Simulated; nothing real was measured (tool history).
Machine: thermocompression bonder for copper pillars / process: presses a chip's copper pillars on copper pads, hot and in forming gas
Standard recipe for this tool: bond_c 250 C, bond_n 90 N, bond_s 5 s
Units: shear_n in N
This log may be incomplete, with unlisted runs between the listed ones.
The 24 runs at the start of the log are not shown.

run	hour	bond_c	bond_n	bond_s	hours of work since the heater was calibrated	hours of work since the force cell was calibrated	hours of work since the gas filter was changed	shear_n
25	509.8	250	101	4	1034	675	62	60.7
26	525.4	250	101	4	1046	687	74	62.6
27	538.7	250	113	5	1056	697	84	71.5
# hour 543.6: heater calibrated with a thermocouple chip
28	561.2	250	113	5	13	713	100	72.0
29	584.3	250	90	7	31	730	117	69.7
30	600.1	226	76	12	43	742	129	53.1
31	622.6	230	123	10	59	759	146	73.8
32	653.9	230	123	10	83	782	169	71.8
33	670.8	230	123	10	96	795	182	74.1
34	690.5	243	56	3	111	810	197	31.5
35	704.6	254	130	8	121	821	207	93.4
36	727.3	268	65	5	138	838	225	61.2
37	743.7	228	76	11	151	850	237	53.4
# hour 756.3: forming gas filter changed
38	761.7	237	87	10	164	863	4	65.1
39	792.1	237	87	10	187	886	27	63.5

Each row is a separate what-if for the run after 39, all from the same tool condition, not one after another. Results?
A	815.2	237	77	12	204	903	44	?
B	815.2	237	131	10	204	903	44	?
C	815.2	249	60	10	204	903	44	?

run	shear_n
A	63.7
B	82.9
C	58.2
With no hidden state in the tool, these same runs would have given:
run	shear_n
A	63.8
B	83.0
C	58.4
